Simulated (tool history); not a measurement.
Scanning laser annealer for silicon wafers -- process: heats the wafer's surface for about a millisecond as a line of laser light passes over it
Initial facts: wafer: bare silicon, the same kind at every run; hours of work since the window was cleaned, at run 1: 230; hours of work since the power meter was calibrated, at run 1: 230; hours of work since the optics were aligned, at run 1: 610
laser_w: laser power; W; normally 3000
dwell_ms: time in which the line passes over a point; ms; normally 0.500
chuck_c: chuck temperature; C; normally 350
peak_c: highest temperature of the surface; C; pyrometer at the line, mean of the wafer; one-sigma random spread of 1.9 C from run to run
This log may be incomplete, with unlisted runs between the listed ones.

run     day  laser_w  dwell_ms  chuck_c  hours of work since the window was cleaned  hours of work since the power meter was calibrated  hours of work since the optics were aligned  peak_c
  1   0.000     3000     0.500      350                                         230                                                 230                                          610    1127
  2   1.579     3000     0.500      350                                         253                                                 253                                          632    1127
  3   3.775     3000     0.493      350                                         284                                                 284                                          664    1121
  4   5.900     3000     0.500      350                                         315                                                 315                                          695    1128
      8.175  -- optics aligned, line set to its width
  5   8.338     3000     0.436      350                                         347                                                 347                                            2    1071
      8.704  -- window over the wafer cleaned
  6  10.225     3000     0.436      363                                          22                                                 373                                           28    1089
  7  12.329     3000     0.524      350                                          52                                                 403                                           59    1151
  8  14.142     3000     0.500      350                                          78                                                 429                                           85    1131
  9  15.292     3000     0.500      350                                          95                                                 446                                          101    1133
 10  17.617     3000     0.500      350                                         128                                                 479                                          135    1129
 11  18.900     3000     0.500      350                                         147                                                 498                                          153    1130
 12  21.654     3000     0.500      350                                         187                                                 538                                          193    1132
 13  23.762     3000     0.500      350                                         217                                                 568                                          223    1126
 14  25.050     3000     0.500      350                                         235                                                 586                                          242    1127
 15  26.300     2729     0.500      350                                         253                                                 604                                          260    1058
 16  27.571     2729     0.500      350                                         272                                                 623                                          278    1059
 17  29.538     3000     0.450      350                                         300                                                 651                                          307    1084
 18  32.271     3000     0.450      350                                         340                                                 690                                          346    1087
     33.158  -- window over the wafer cleaned
 19  33.521     3000     0.450      343                                           5                                                 707                                          363    1080

Run 20 has not been measured yet. What should we expect?
 20  35.117     3000     0.450      369                                          28                                                 730                                          386       ?

Logged for run 20: peak_c 1104 C.
With no hidden state in the tool, this same run would have given peak_c 1104 C.
